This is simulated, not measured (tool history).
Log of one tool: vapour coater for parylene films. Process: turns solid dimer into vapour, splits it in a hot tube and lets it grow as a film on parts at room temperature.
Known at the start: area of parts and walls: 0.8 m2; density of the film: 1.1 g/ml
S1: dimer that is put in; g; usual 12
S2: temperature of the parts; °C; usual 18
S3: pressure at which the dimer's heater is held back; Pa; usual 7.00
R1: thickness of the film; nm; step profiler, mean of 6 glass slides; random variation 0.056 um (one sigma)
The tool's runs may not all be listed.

run   hour  S1  S2    S3     R1
  1    0.0  12  18  7.00   6580
  2   21.3  12  18  7.00   6580
  3   58.8  12  18  7.00   6640
  4  101.2  12  11  7.00   8110
  5  142.6  12  11  7.00   8160
  6  170.3  12  18  7.00   6620
  7  208.9  12  18  7.00   6450
  8  230.8  12  18  7.00   6550
     238.5  -- trap's valve overhauled
  9  263.6  12  23  7.00   6000
 10  298.3  12  23  7.00   5920
 11  325.8  12  23  7.00   6010
 12  359.2   6  20  2.05   4170
 13  388.3   6  20  2.05   4180
 14  423.5   6  20  2.05   4170
 15  465.1   5  10  3.99   4130
 16  500.7   5  10  3.99   4120
 17  518.8  15  17  2.86  10740
 18  540.7  18  18  3.13  12080
 19  565.0  18  19  7.72   9840
 20  584.9  19  11  2.33  16770
 21  615.3   9  16  2.81   6640

5 ways to go on from here, each from the tool as it stands after run 21. What would each give?
  A  658.7  15  11  4.74   ?
  B  658.7   9  17  5.90   ?
  C  658.7   6  18  4.80   ?
  D  658.7  12  26  9.34   ?
  E  658.7   5  18  4.93   ?

run     R1
  A  11460
  B   5470
  C   3680
  D   5000
  E   3050
Without the tool's hidden state the same runs would have given:
run     R1
  A  11740
  B   5600
  C   3770
  D   5120
  E   3120

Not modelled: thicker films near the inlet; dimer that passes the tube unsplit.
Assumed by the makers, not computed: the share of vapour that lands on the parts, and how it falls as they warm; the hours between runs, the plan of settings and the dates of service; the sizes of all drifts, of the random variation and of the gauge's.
